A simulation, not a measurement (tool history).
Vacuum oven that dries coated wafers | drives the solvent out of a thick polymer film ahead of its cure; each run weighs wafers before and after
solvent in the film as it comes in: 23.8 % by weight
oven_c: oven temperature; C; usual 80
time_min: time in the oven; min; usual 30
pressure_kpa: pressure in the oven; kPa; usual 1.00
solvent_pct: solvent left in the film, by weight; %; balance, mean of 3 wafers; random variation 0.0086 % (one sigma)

{"run": 1, "day": 0.0, "oven_c": 80, "time_min": 30, "pressure_kpa": 1.0, "solvent_pct": 0.976}
{"run": 2, "day": 1.471, "oven_c": 80, "time_min": 30, "pressure_kpa": 1.0, "solvent_pct": 0.997}
{"run": 3, "day": 2.429, "oven_c": 80, "time_min": 30, "pressure_kpa": 1.0, "solvent_pct": 0.976}
{"run": 4, "day": 3.729, "oven_c": 80, "time_min": 39, "pressure_kpa": 1.0, "solvent_pct": 0.59}
{"run": 5, "day": 4.696, "oven_c": 80, "time_min": 39, "pressure_kpa": 1.0, "solvent_pct": 0.591}
{"run": 6, "day": 6.388, "oven_c": 80, "time_min": 39, "pressure_kpa": 1.0, "solvent_pct": 0.578}
{"run": 7, "day": 8.521, "oven_c": 80, "time_min": 39, "pressure_kpa": 1.0, "solvent_pct": 0.587}
{"run": 8, "day": 9.517, "oven_c": 80, "time_min": 30, "pressure_kpa": 1.0, "solvent_pct": 0.986}
{"run": 9, "day": 10.567, "oven_c": 80, "time_min": 44, "pressure_kpa": 1.0, "solvent_pct": 0.484}
{"run": 10, "day": 11.95, "oven_c": 80, "time_min": 44, "pressure_kpa": 1.0, "solvent_pct": 0.494}
{"run": 11, "day": 13.679, "oven_c": 80, "time_min": 30, "pressure_kpa": 1.0, "solvent_pct": 0.975}
{"run": 12, "day": 15.3, "oven_c": 80, "time_min": 30, "pressure_kpa": 1.0, "solvent_pct": 0.965}
{"run": 13, "day": 16.967, "oven_c": 80, "time_min": 30, "pressure_kpa": 1.0, "solvent_pct": 0.964}
{"run": 14, "day": 18.454, "oven_c": 80, "time_min": 30, "pressure_kpa": 1.0, "solvent_pct": 0.984}
{"run": 15, "day": 19.929, "oven_c": 80, "time_min": 28, "pressure_kpa": 1.0, "solvent_pct": 1.129}
{"run": 16, "day": 20.971, "oven_c": 80, "time_min": 28, "pressure_kpa": 1.0, "solvent_pct": 1.131}
{"run": 17, "day": 22.771, "oven_c": 82, "time_min": 18, "pressure_kpa": 1.0, "solvent_pct": 2.217}
{"run": 18, "day": 24.512, "oven_c": 82, "time_min": 18, "pressure_kpa": 1.0, "solvent_pct": 2.221}
{"run": 19, "day": 25.492, "oven_c": 82, "time_min": 18, "pressure_kpa": 1.0, "solvent_pct": 2.215}
{"run": 20, "day": 27.688, "oven_c": 66, "time_min": 31, "pressure_kpa": 1.06, "solvent_pct": 4.733}
{"run": 21, "day": 29.2, "oven_c": 76, "time_min": 21, "pressure_kpa": 2.67, "solvent_pct": 3.88}
{"day": 29.446, "done": "oven's thermocouples calibrated"}
{"run": 22, "day": 31.121, "oven_c": 76, "time_min": 21, "pressure_kpa": 2.67, "solvent_pct": 3.872}
{"run": 23, "day": 32.525, "oven_c": 76, "time_min": 21, "pressure_kpa": 2.67, "solvent_pct": 3.864}
{"run": 24, "day": 33.942, "oven_c": 76, "time_min": 21, "pressure_kpa": 2.67, "solvent_pct": 3.884}
{"run": 25, "day": 35.079, "oven_c": 80, "time_min": 30, "pressure_kpa": 2.96, "solvent_pct": 1.669}
{"run": 26, "day": 37.021, "oven_c": 74, "time_min": 43, "pressure_kpa": 2.96, "solvent_pct": 1.959}
{"run": 27, "day": 39.233, "oven_c": 74, "time_min": 27, "pressure_kpa": 3.67, "solvent_pct": 3.721}
{"run": 28, "day": 40.196, "oven_c": 95, "time_min": 27, "pressure_kpa": 0.74, "solvent_pct": 0.174}
{"run": 29, "day": 42.317, "oven_c": 70, "time_min": 37, "pressure_kpa": 3.77, "solvent_pct": 3.794}
{"run": 30, "day": 43.425, "oven_c": 70, "time_min": 37, "pressure_kpa": 3.77, "solvent_pct": 3.773}
{"run": 31, "day": 44.696, "oven_c": 92, "time_min": 46, "pressure_kpa": 3.76, "solvent_pct": 0.859}

Some steps in solvent_pct between neighbouring runs. How much of each would the tool show without its hidden state too (settings, what came in, random variation), and how much is left for the hidden state, with any gauge scatter that isn't in both results?
The hidden state here: true wafer temperature over the reading, C; true pressure over the reading, kPa; drift of the gauge itself on solvent_pct, %.
Run 19 -> 20: oven_c 82 -> 66, time_min 18 -> 31, pressure_kpa 1.00 -> 1.06. solvent_pct +2.518 %: hidden state +0.006, all else +2.512.
Run 21 -> 22: oven's thermocouples calibrated. solvent_pct -0.008 %: hidden state -0.007, all else -0.001.
Run 27 -> 28: oven_c 74 -> 95, pressure_kpa 3.67 -> 0.74. solvent_pct -3.547 %: hidden state -0.003, all else -3.544.
Run 28 -> 29: oven_c 95 -> 70, time_min 27 -> 37, pressure_kpa 0.74 -> 3.77. solvent_pct +3.620 %: hidden state +0.004, all else +3.616.
Run 30 -> 31: oven_c 70 -> 92, time_min 37 -> 46, pressure_kpa 3.77 -> 3.76. solvent_pct -2.914 %: hidden state -0.004, all else -2.910.
